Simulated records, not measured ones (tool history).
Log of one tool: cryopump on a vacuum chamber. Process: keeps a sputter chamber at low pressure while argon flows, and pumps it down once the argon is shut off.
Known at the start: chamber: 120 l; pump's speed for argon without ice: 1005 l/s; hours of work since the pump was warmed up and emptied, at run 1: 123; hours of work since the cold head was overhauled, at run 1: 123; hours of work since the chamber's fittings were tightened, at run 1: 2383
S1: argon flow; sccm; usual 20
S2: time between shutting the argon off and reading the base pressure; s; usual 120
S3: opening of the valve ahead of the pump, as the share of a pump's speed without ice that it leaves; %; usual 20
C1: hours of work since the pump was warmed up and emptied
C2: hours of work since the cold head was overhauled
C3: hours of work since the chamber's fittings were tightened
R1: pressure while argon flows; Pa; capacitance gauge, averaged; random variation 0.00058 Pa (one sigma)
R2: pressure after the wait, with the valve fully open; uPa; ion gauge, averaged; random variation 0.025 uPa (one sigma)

run	hour	S1	S2	S3	C1	C2	C3	R1	R2
1	0.0	20	120	20	123	123	2383	0.1711	4.10
2	35.2	20	120	20	152	152	2412	0.1712	4.35
3	63.9	20	120	31	176	176	2436	0.1114	4.30
# hour 96.1: leaking fittings of the chamber tightened, without venting
4	104.4	20	120	31	207	207	7	0.1121	1.06
5	141.9	20	120	20	238	238	38	0.1724	1.08
6	168.4	20	120	20	260	260	59	0.1737	1.18
7	205.8	20	120	20	291	291	90	0.1735	1.17
8	225.0	20	120	20	307	307	106	0.1734	1.23
9	265.4	20	120	20	340	340	139	0.1749	1.32
10	287.8	20	120	54	358	358	158	0.0688	1.29
11	309.0	19	95	54	376	376	175	0.0658	1.53
12	331.8	19	95	54	394	394	194	0.0657	1.60

The next listed run, before its measurement:
13	351.6	9	120	44	411	411	210	?	?

Run 13 gave R1 0.0380 Pa, R2 1.45 uPa.
Without the tool's hidden state the same run would have given R1 0.0345 Pa, R2 0.99 uPa.
